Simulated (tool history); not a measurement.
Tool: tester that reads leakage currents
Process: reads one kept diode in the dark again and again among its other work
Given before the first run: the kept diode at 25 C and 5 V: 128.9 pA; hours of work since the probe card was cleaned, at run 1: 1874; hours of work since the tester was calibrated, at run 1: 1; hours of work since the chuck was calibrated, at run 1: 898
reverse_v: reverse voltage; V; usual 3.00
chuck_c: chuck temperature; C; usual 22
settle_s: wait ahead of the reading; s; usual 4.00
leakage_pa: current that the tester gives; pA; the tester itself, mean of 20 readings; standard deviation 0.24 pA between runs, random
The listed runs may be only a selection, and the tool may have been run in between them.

run	hour	reverse_v	chuck_c	settle_s	hours of work since the probe card was cleaned	hours of work since the tester was calibrated	hours of work since the chuck was calibrated	leakage_pa
1	0.0	3.00	22	4.00	1874	1	898	93.69
# hour 8.0: chuck's temperature calibrated
2	43.1	3.00	22	4.00	1898	25	21	79.80
3	61.8	3.00	22	4.00	1909	36	32	79.71
4	79.6	3.00	22	4.00	1919	46	42	80.20
5	114.3	3.00	22	4.00	1940	67	63	80.85
6	145.0	11.78	22	4.00	1958	85	81	141.75
7	162.3	11.78	22	4.00	1968	95	91	141.85
8	191.3	11.78	22	4.00	1985	112	108	142.33
9	224.2	3.00	22	4.00	2004	131	127	81.82
10	264.9	3.00	22	4.00	2028	155	151	81.88
11	284.7	3.00	22	4.00	2040	167	163	82.10
12	320.9	3.00	22	4.00	2061	188	184	82.79
13	341.5	3.00	22	4.00	2073	200	196	82.75
14	368.5	3.00	22	4.00	2089	216	212	82.94
15	390.8	6.27	42	1.19	2102	229	225	630.75

Run 16 has not been measured yet. What should we expect?
16	413.6	3.00	22	2.16	2116	243	239	?

{"run 16": {"leakage_pa": 83.93}}
Minus the tool's unlogged condition, the same run would have read leakage_pa 80.47 pA.
